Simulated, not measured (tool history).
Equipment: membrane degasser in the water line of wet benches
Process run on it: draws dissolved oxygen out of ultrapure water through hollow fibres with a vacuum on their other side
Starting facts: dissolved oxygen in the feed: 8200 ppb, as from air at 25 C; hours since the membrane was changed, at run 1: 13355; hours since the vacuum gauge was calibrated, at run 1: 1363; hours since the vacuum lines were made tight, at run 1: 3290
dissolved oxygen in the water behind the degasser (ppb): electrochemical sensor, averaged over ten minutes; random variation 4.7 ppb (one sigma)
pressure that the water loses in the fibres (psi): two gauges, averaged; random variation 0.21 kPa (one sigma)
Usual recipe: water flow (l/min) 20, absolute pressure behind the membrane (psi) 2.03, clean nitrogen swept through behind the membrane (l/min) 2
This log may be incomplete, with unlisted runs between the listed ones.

run,hour,water flow (l/min),absolute pressure behind the membrane (psi),clean nitrogen swept through behind the membrane (l/min),hours since the membrane was changed,hours since the vacuum gauge was calibrated,hours since the vacuum lines were made tight,dissolved oxygen in the water behind the degasser (ppb),pressure that the water loses in the fibres (psi)
1,0,20,2.03,2,13355,1363,3290,472.8,7.337
2,338.3,20,2.03,2,13693,1701,3628,471.3,7.359
3,553.3,20,2.03,2,13908,1916,3843,464.2,7.368
4,719.3,20,2.03,2,14074,2082,4009,463,7.368
5,921.1,20,2.03,2,14276,2284,4211,468.4,7.397
6,1096.7,20,2.03,2,14451,2460,4386,475.7,7.411
7,1416,20,2.03,2,14771,2779,4706,470.2,7.356
8,1770.9,20,2.03,2,15126,3134,5061,470.8,7.369
9,2029,20,3.09,2,15384,3392,5319,619.9,7.339
10,2177.6,20,3.09,2,15532,3540,5467,627.3,7.393
11,2373.8,20,3.09,2,15729,3737,5664,623.2,7.395
12,2604.1,20,3.09,2,15959,3967,5894,629.2,7.382
13,2862.2,20,2.03,2,16217,4225,6152,463.6,7.381
14,3021.4,20,2.03,2,16376,4384,6311,475.9,7.368
15,3247.3,20,2.03,2,16602,4610,6537,470,7.336
16,3578.2,20,2.03,2,16933,4941,6868,478.7,7.41

Run 17, settings as shown, results not yet in. Your forecast:
17,3823.9,20,1.64,2,17179,5187,7114,?,?

{"run 17": {"dissolved oxygen in the water behind the degasser (ppb)": 411.9, "pressure that the water loses in the fibres (psi)": 7.387}}
Were there no unlogged condition in the tool, this run, its random variation unchanged, would have produced dissolved oxygen in the water behind the degasser (ppb) 410, pressure that the water loses in the fibres (psi) 7.372.
